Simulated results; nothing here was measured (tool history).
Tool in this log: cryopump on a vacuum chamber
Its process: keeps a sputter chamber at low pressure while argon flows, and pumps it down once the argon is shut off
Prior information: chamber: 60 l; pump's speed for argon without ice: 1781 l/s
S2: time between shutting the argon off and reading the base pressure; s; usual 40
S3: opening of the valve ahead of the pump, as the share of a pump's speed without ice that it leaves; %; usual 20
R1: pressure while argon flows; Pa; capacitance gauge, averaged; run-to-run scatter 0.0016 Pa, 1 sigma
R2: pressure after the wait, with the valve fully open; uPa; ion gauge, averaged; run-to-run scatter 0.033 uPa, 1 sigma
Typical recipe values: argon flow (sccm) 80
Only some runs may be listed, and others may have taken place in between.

{"run": 1, "day": 0.0, "argon flow (sccm)": 80, "S2": 40, "S3": 20, "R1": 0.384, "R2": 3.68}
{"run": 2, "day": 1.05, "argon flow (sccm)": 80, "S2": 48, "S3": 20, "R1": 0.3871, "R2": 3.55}
{"run": 3, "day": 2.408, "argon flow (sccm)": 80, "S2": 48, "S3": 20, "R1": 0.3813, "R2": 3.54}
{"day": 3.346, "done": "leaking fittings of the chamber tightened, without venting"}
{"run": 4, "day": 3.829, "argon flow (sccm)": 80, "S2": 48, "S3": 20, "R1": 0.3843, "R2": 1.5}
{"run": 5, "day": 5.55, "argon flow (sccm)": 80, "S2": 48, "S3": 20, "R1": 0.3828, "R2": 1.54}
{"run": 6, "day": 6.879, "argon flow (sccm)": 80, "S2": 40, "S3": 53, "R1": 0.1483, "R2": 1.83}
{"run": 7, "day": 7.883, "argon flow (sccm)": 80, "S2": 40, "S3": 53, "R1": 0.1506, "R2": 1.77}
{"run": 8, "day": 8.975, "argon flow (sccm)": 80, "S2": 40, "S3": 20, "R1": 0.3848, "R2": 1.88}
{"run": 9, "day": 9.758, "argon flow (sccm)": 80, "S2": 40, "S3": 20, "R1": 0.39, "R2": 1.85}
{"run": 10, "day": 10.846, "argon flow (sccm)": 80, "S2": 40, "S3": 16, "R1": 0.4858, "R2": 1.87}
{"run": 11, "day": 12.142, "argon flow (sccm)": 80, "S2": 40, "S3": 27, "R1": 0.2889, "R2": 1.88}
{"run": 12, "day": 12.912, "argon flow (sccm)": 80, "S2": 40, "S3": 27, "R1": 0.2915, "R2": 1.83}
{"run": 13, "day": 14.512, "argon flow (sccm)": 80, "S2": 40, "S3": 27, "R1": 0.2911, "R2": 1.94}
{"run": 14, "day": 15.458, "argon flow (sccm)": 80, "S2": 40, "S3": 27, "R1": 0.2907, "R2": 1.89}
{"run": 15, "day": 16.879, "argon flow (sccm)": 80, "S2": 40, "S3": 20, "R1": 0.3909, "R2": 1.93}
{"run": 16, "day": 17.704, "argon flow (sccm)": 80, "S2": 40, "S3": 20, "R1": 0.392, "R2": 1.89}
{"run": 17, "day": 18.742, "argon flow (sccm)": 80, "S2": 40, "S3": 20, "R1": 0.391, "R2": 1.96}
{"run": 18, "day": 19.708, "argon flow (sccm)": 80, "S2": 34, "S3": 57, "R1": 0.1438, "R2": 2.2}
{"run": 19, "day": 20.779, "argon flow (sccm)": 150, "S2": 34, "S3": 16, "R1": 0.9099, "R2": 2.27}
{"run": 20, "day": 21.767, "argon flow (sccm)": 150, "S2": 34, "S3": 16, "R1": 0.9076, "R2": 2.24}
{"run": 21, "day": 23.471, "argon flow (sccm)": 60, "S2": 65, "S3": 23, "R1": 0.2578, "R2": 1.39}
{"run": 22, "day": 24.829, "argon flow (sccm)": 36, "S2": 40, "S3": 21, "R1": 0.1672, "R2": 2.05}
{"run": 23, "day": 26.554, "argon flow (sccm)": 50, "S2": 62, "S3": 22, "R1": 0.2209, "R2": 1.47}
{"run": 24, "day": 27.542, "argon flow (sccm)": 78, "S2": 161, "S3": 22, "R1": 0.3474, "R2": 0.9}
{"run": 25, "day": 28.35, "argon flow (sccm)": 81, "S2": 56, "S3": 16, "R1": 0.4929, "R2": 1.62}
{"run": 26, "day": 29.154, "argon flow (sccm)": 51, "S2": 246, "S3": 20, "R1": 0.2513, "R2": 0.79}
{"run": 27, "day": 30.65, "argon flow (sccm)": 39, "S2": 85, "S3": 20, "R1": 0.1932, "R2": 1.31}
{"run": 28, "day": 32.158, "argon flow (sccm)": 53, "S2": 86, "S3": 20, "R1": 0.2612, "R2": 1.32}
{"run": 29, "day": 33.829, "argon flow (sccm)": 53, "S2": 86, "S3": 20, "R1": 0.2621, "R2": 1.35}
{"run": 30, "day": 34.65, "argon flow (sccm)": 53, "S2": 32, "S3": 20, "R1": 0.26, "R2": 2.52}

Expected results for the next run?
{"run": 31, "day": 36.312, "argon flow (sccm)": 117, "S2": 32, "S3": 20, "R1": "?", "R2": "?"}

Run 31 gave R1 0.5764 Pa, R2 2.58 uPa.
The same run, on a tool lacking any hidden state, would have yielded R1 0.5518 Pa, R2 2.10 uPa.
